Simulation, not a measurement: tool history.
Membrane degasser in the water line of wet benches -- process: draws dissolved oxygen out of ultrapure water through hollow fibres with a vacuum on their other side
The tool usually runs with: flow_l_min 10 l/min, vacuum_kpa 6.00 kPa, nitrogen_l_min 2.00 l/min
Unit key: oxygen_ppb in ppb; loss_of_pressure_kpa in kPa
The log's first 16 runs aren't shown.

run,hour,flow_l_min,vacuum_kpa,nitrogen_l_min,oxygen_ppb,loss_of_pressure_kpa
17,1308.8,10,6.14,1.88,196.0,54.82
18,1382.6,10,9.87,2.00,243.8,54.17
19,1434.0,10,9.87,2.00,239.9,54.82
20,1503.8,12,5.69,2.00,308.7,65.62
21,1599.0,12,5.69,2.00,303.6,65.43
22,1658.7,12,5.61,2.12,307.5,65.74
# hour 1682.1: vacuum gauge calibrated
23,1762.5,9,12.28,2.12,214.1,49.02
24,1813.0,10,6.00,4.68,179.2,54.91
25,1896.2,10,6.00,4.68,175.0,54.74
26,1978.5,8,3.61,3.55,79.4,44.23
27,2045.9,8,3.61,3.55,79.0,43.85
28,2120.7,8,5.86,2.15,103.2,43.96
29,2175.0,12,5.86,1.36,332.3,65.72
30,2246.8,12,5.86,1.36,330.5,66.07
31,2317.3,12,5.86,1.36,332.5,66.31

Predict each of these 5 candidate next runs independently; none follows another, all start after run 31:
A,2405.1,12,4.49,1.05,?,?
B,2405.1,6,5.86,3.56,?,?
C,2405.1,8,5.86,2.43,?,?
D,2405.1,12,6.00,1.58,?,?
E,2405.1,10,5.82,0.81,?,?

run,oxygen_ppb,loss_of_pressure_kpa
A,313.1,66.19
B,36.9,32.80
C,103.8,44.01
D,330.9,65.83
E,241.3,55.08
Had the tool no hidden state, the same runs would have come out as:
run,oxygen_ppb,loss_of_pressure_kpa
A,267.4,62.97
B,29.8,31.20
C,85.7,41.87
D,285.1,62.63
E,208.9,52.41
